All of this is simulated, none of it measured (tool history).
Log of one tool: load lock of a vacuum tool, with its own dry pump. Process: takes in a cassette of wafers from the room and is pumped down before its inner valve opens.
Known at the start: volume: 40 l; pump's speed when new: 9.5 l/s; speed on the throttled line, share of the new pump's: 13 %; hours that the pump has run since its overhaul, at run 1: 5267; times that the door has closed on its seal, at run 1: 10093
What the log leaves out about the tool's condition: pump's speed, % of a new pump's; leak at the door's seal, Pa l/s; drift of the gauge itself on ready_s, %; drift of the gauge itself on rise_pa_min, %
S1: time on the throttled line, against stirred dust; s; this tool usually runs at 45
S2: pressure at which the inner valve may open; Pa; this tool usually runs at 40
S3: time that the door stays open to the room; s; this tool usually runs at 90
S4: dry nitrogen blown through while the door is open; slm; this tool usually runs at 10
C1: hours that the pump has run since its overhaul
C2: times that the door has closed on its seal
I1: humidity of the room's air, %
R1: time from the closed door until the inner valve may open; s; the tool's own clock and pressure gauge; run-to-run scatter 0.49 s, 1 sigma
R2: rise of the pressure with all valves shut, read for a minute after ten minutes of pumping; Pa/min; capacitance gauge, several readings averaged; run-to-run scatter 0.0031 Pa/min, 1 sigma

run 1 hour=0 | S1=45 S2=40 S3=90 S4=10 | C1=5267 C2=10093 | I1=43.5 | R1=72.3 R2=0.064
run 2 hour=119.4 | S1=45 S2=40 S3=39 S4=10 | C1=5386 C2=10444 | I1=45 | R1=72.4 R2=0.057
run 3 hour=239 | S1=45 S2=40 S3=90 S4=10 | C1=5506 C2=10794 | I1=40.4 | R1=72.4 R2=0.066
run 4 hour=363.2 | S1=45 S2=40 S3=90 S4=8 | C1=5630 C2=11159 | I1=48.5 | R1=72.3 R2=0.082
run 5 hour=449.8 | S1=45 S2=40 S3=90 S4=8 | C1=5717 C2=11413 | I1=45 | R1=71.4 R2=0.074
run 6 hour=522.6 | S1=45 S2=40 S3=90 S4=8 | C1=5789 C2=11626 | I1=40.4 | R1=71.5 R2=0.067
run 7 hour=689.1 | S1=45 S2=40 S3=90 S4=8 | C1=5956 C2=12115 | I1=42.1 | R1=71.6 R2=0.077
run 8 hour=864.3 | S1=45 S2=33 S3=90 S4=10 | C1=6131 C2=12628 | I1=42.5 | R1=73.7 R2=0.071
run 9 hour=979.3 | S1=45 S2=40 S3=27 S4=10 | C1=6246 C2=12966 | I1=44 | R1=72.2 R2=0.047
run 10 hour=1153.2 | S1=45 S2=40 S3=90 S4=10 | C1=6420 C2=13476 | I1=46.1 | R1=72.5 R2=0.073
run 11 hour=1256.9 | S1=45 S2=40 S3=90 S4=10 | C1=6524 C2=13780 | I1=45.3 | R1=72.8 R2=0.073
run 12 hour=1410.7 | S1=45 S2=40 S3=90 S4=10 | C1=6678 C2=14231 | I1=47.2 | R1=72 R2=0.072
run 13 hour=1580.4 | S1=45 S2=40 S3=90 S4=10 | C1=6847 C2=14729 | I1=45.8 | R1=72.1 R2=0.07
run 14 hour=1726.6 | S1=45 S2=40 S3=90 S4=10 | C1=6993 C2=15158 | I1=43.3 | R1=73 R2=0.065
run 15 hour=1893.2 | S1=45 S2=40 S3=90 S4=10 | C1=7160 C2=15647 | I1=47.5 | R1=72 R2=0.071
run 16 hour=1963.7 | S1=45 S2=40 S3=90 S4=10 | C1=7231 C2=15853 | I1=46.3 | R1=72.7 R2=0.068
run 17 hour=2112.4 | S1=45 S2=40 S3=90 S4=10 | C1=7379 C2=16289 | I1=44.3 | R1=72.3 R2=0.071
run 18 hour=2184.2 | S1=45 S2=40 S3=90 S4=10 | C1=7451 C2=16500 | I1=45.8 | R1=72.5 R2=0.074
run 19 hour=2270.6 | S1=45 S2=40 S3=90 S4=10 | C1=7538 C2=16753 | I1=40.6 | R1=72.2 R2=0.065
run 20 hour=2349.3 | S1=45 S2=40 S3=90 S4=10 | C1=7616 C2=16984 | I1=44.4 | R1=72.5 R2=0.068
run 21 hour=2509 | S1=45 S2=40 S3=158 S4=21 | C1=7776 C2=17453 | I1=44.6 | R1=71.8 R2=0.068
run 22 hour=2653.3 | S1=25 S2=40 S3=125 S4=10 | C1=7920 C2=17876 | I1=44.5 | R1=54.8 R2=0.073
run 23 hour=2743.7 | S1=45 S2=40 S3=90 S4=21 | C1=8011 C2=18141 | I1=43.7 | R1=72.3 R2=0.056
run 24 hour=2884.3 | S1=45 S2=40 S3=90 S4=21 | C1=8151 C2=18553 | I1=44.4 | R1=72.6 R2=0.056
run 25 hour=3041.4 | S1=45 S2=40 S3=90 S4=21 | C1=8308 C2=19014 | I1=42.9 | R1=72.9 R2=0.052
run 26 hour=3179.4 | S1=45 S2=39 S3=90 S4=7 | C1=8446 C2=19419 | I1=41.5 | R1=73 R2=0.073
run 27 hour=3277.9 | S1=45 S2=60 S3=73 S4=7 | C1=8545 C2=19708 | I1=43.9 | R1=70.3 R2=0.068
run 28 hour=3398.6 | S1=83 S2=56 S3=90 S4=10 | C1=8666 C2=20062 | I1=44.6 | R1=104.6 R2=0.072
run 29 hour=3497 | S1=83 S2=56 S3=90 S4=10 | C1=8764 C2=20351 | I1=47.8 | R1=104 R2=0.071
run 30 hour=3660.4 | S1=35 S2=45 S3=90 S4=13 | C1=8927 C2=20830 | I1=47.1 | R1=63.1 R2=0.072
run 31 hour=3826.2 | S1=45 S2=40 S3=90 S4=4 | C1=9093 C2=21316 | I1=41.3 | R1=72.3 R2=0.08
run 32 hour=3901.2 | S1=45 S2=40 S3=90 S4=4 | C1=9168 C2=21536 | I1=43.5 | R1=72 R2=0.081
run 33 hour=3990.3 | S1=45 S2=34 S3=90 S4=11 | C1=9257 C2=21797 | I1=44.5 | R1=72.8 R2=0.066
run 34 hour=4161.1 | S1=53 S2=40 S3=39 S4=42 | C1=9428 C2=22298 | I1=46.3 | R1=79.2 R2=0.03
run 35 hour=4263.1 | S1=45 S2=36 S3=90 S4=10 | C1=9530 C2=22598 | I1=41.6 | R1=72.4 R2=0.063
run 36 hour=4391.3 | S1=38 S2=78 S3=90 S4=16 | C1=9658 C2=22974 | I1=47.6 | R1=63.6 R2=0.064
run 37 hour=4534.1 | S1=38 S2=78 S3=90 S4=16 | C1=9801 C2=23393 | I1=42.1 | R1=62.9 R2=0.052

Each row is a separate what-if for the run after 37, all from the same tool condition, not one after another. Results?
run A hour=4707.4 | S1=38 S2=65 S3=169 S4=16 | C1=9974 C2=23901 | I1=42.4 | R1=? R2=?
run B hour=4707.4 | S1=38 S2=78 S3=166 S4=16 | C1=9974 C2=23901 | I1=44.6 | R1=? R2=?
run C hour=4707.4 | S1=38 S2=78 S3=154 S4=16 | C1=9974 C2=23901 | I1=50.5 | R1=? R2=?

run=A R1=64.2 R2=0.068
run=B R1=63.6 R2=0.076
run=C R1=63.2 R2=0.079
With no hidden state in the tool, these same runs would have given:
run=A R1=64.2 R2=0.067
run=B R1=63.6 R2=0.075
run=C R1=63.2 R2=0.078

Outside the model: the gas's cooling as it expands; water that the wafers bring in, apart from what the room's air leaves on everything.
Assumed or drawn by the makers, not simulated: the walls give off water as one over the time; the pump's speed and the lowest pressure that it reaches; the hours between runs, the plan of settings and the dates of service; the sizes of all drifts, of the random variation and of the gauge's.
